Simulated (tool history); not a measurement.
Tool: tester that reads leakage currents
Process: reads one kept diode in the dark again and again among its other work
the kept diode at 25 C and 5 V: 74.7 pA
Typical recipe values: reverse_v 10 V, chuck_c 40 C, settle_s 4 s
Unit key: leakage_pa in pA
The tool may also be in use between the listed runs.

Run 1, day 0: usual settings. Result: leakage_pa 362.72 pA.
Run 2, day 1.658: usual settings. Result: leakage_pa 364.71 pA.
Run 3, day 3.45: usual settings. Result: leakage_pa 363.13 pA.
Run 4, day 5.117: usual settings. Result: leakage_pa 363.66 pA.
Run 5, day 6.396: usual settings but settle_s 0.81 s. Result: leakage_pa 360.86 pA.
Run 6, day 8.004: usual settings but settle_s 0.81 s. Result: leakage_pa 361.75 pA.
Run 7, day 8.896: usual settings but settle_s 0.81 s. Result: leakage_pa 361.6 pA.
Run 8, day 10.062: usual settings. Result: leakage_pa 360.03 pA.
Run 9, day 11.025: usual settings. Result: leakage_pa 360.3 pA.
Run 10, day 12.1: usual settings. Result: leakage_pa 358.36 pA.
Run 11, day 13.558: usual settings but chuck_c 29 C. Result: leakage_pa 143.74 pA.
Run 12, day 15.054: usual settings but chuck_c 29 C. Result: leakage_pa 142.67 pA.
Run 13, day 16.517: usual settings but chuck_c 23 C. Result: leakage_pa 85.39 pA.
Run 14, day 18.317: usual settings but chuck_c 23 C. Result: leakage_pa 85.27 pA.
Run 15, day 19.792: usual settings but chuck_c 23 C. Result: leakage_pa 84.81 pA.
Run 16, day 20.6: usual settings but chuck_c 23 C. Result: leakage_pa 85.18 pA.
Run 17, day 21.508: usual settings but settle_s 2.75 s. Result: leakage_pa 357.88 pA.
Run 18, day 22.962: usual settings. Result: leakage_pa 355.13 pA.
Run 19, day 24.783: usual settings. Result: leakage_pa 354.08 pA.
At day 24.946: tester calibrated.
Run 20, day 26.388: usual settings. Result: leakage_pa 355.17 pA.
Run 21, day 27.975: usual settings but chuck_c 22 C, settle_s 1.52 s. Result: leakage_pa 78.54 pA.
At day 28.867: tester calibrated, once more.
Run 22, day 29.396: usual settings but reverse_v 8.1 V, chuck_c 33 C, settle_s 1.64 s. Result: leakage_pa 178.95 pA.
Run 23, day 31.208: usual settings but reverse_v 2.8 V, chuck_c 33 C, settle_s 1.41 s. Result: leakage_pa 109.26 pA.
Run 24, day 32.688: usual settings but reverse_v 2.8 V, chuck_c 33 C, settle_s 1.41 s. Result: leakage_pa 109.7 pA.
Run 25, day 34.196: usual settings but chuck_c 27 C. Result: leakage_pa 118.64 pA.
Run 26, day 35.5: usual settings but chuck_c 57 C. Result: leakage_pa 1291.75 pA.
Run 27, day 36.612: usual settings but chuck_c 26 C. Result: leakage_pa 108.61 pA.
Run 28, day 38.375: usual settings but reverse_v 3.9 V, chuck_c 44 C. Result: leakage_pa 309.05 pA.
Run 29, day 40.067: usual settings but reverse_v 3.9 V, chuck_c 44 C. Result: leakage_pa 311.28 pA.
Run 30, day 41.125: usual settings but reverse_v 6.1 V, chuck_c 45 C, settle_s 4.29 s. Result: leakage_pa 410.9 pA.
Run 31, day 42.012: usual settings but chuck_c 22 C. Result: leakage_pa 76.49 pA.
Run 32, day 43.5: usual settings but reverse_v 2 V, chuck_c 35 C, settle_s 2.03 s. Result: leakage_pa 109.78 pA.
Run 33, day 45.075: usual settings but reverse_v 2 V, chuck_c 35 C, settle_s 2.03 s. Result: leakage_pa 109.07 pA.
Run 34, day 46.508: usual settings but reverse_v 1.2 V, chuck_c 52 C. Result: leakage_pa 331.85 pA.
Run 35, day 47.992: usual settings but reverse_v 3.2 V, chuck_c 29 C, settle_s 0.57 s. Result: leakage_pa 82.73 pA.
Run 36, day 49.362: usual settings but reverse_v 1 V, chuck_c 31 C. Result: leakage_pa 56.31 pA.
Run 37, day 51.029: usual settings but reverse_v 15.2 V, chuck_c 41 C, settle_s 0.68 s. Result: leakage_pa 453.39 pA.
Run 38, day 51.875: usual settings but reverse_v 1.5 V, chuck_c 22 C, settle_s 0.89 s. Result: leakage_pa 31.02 pA.
Run 39, day 52.725: usual settings but reverse_v 12.4 V, settle_s 3.47 s. Result: leakage_pa 378.46 pA.
Run 40, day 54.046: usual settings but reverse_v 12.4 V, chuck_c 27 C, settle_s 0.41 s. Result: leakage_pa 132.86 pA.

Below, some changes in leakage_pa between adjacent runs. For each, the amount present without the hidden state too (settings, incoming material, random variation) and the amount remaining for the hidden state with gauge scatter not shared by both compared results:
Unlogged tool condition in this case: stray current of the dirty probe card, pA a volt; current scale over the true one, %; true chuck temperature over the reading, C; drift of the gauge itself on leakage_pa, %.
Run 25 -> 26: chuck_c 27 -> 57. leakage_pa +1173.11 pA: hidden state -65.66, all else +1238.77.
Run 26 -> 27: chuck_c 57 -> 26. leakage_pa -1183.14 pA: hidden state +66.13, all else -1249.27.
Run 37 -> 38: reverse_v 15.2 -> 1.5, chuck_c 41 -> 22, settle_s 0.68 -> 0.89. leakage_pa -422.37 pA: hidden state +27.86, all else -450.23.
